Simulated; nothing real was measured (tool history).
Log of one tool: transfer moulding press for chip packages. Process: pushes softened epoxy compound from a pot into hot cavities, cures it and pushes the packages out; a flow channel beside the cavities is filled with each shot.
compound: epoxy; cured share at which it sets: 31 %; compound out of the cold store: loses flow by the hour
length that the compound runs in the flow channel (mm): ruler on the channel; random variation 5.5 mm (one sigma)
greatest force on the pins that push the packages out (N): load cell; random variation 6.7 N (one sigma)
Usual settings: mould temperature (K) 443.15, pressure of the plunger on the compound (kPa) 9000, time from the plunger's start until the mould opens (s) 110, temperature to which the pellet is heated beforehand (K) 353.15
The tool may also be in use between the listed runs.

| run | hour | mould temperature (K) | pressure of the plunger on the compound (kPa) | time from the plunger's start until the mould opens (s) | temperature to which the pellet is heated beforehand (K) | incoming compound's hours out of the cold store | length that the compound runs in the flow channel (mm) | greatest force on the pins that push the packages out (N) |
|---|---|---|---|---|---|---|---|---|
| 1 | 0 | 443.15 | 9000 | 110 | 353.15 | 22.5 | 893 | 282 |
| 2 | 9.2 | 443.15 | 9000 | 110 | 353.15 | 38.1 | 860 | 315 |
| 3 | 27.8 | 448.15 | 9000 | 110 | 353.15 | 24.2 | 876 | 343 |
| 4 | 39.3 | 448.15 | 9000 | 110 | 353.15 | 22.6 | 865 | 388 |
| 5 | 48.6 | 443.15 | 9000 | 110 | 344.15 | 44.2 | 835 | 401 |
|  | 54.5 | cavities cleaned with cleaning compound and waxed |
| 6 | 72.7 | 443.15 | 9000 | 124 | 344.15 | 21.8 | 888 | 318 |

Forecast run 7:
| 7 | 86.5 | 437.15 | 9300 | 110 | 362.15 | 33.6 | ? | ? |

Run 7 gave length that the compound runs in the flow channel (mm) 898, greatest force on the pins that push the packages out (N) 451.
Without the tool's hidden state the same run would have given length that the compound runs in the flow channel (mm) 965, greatest force on the pins that push the packages out (N) 320.

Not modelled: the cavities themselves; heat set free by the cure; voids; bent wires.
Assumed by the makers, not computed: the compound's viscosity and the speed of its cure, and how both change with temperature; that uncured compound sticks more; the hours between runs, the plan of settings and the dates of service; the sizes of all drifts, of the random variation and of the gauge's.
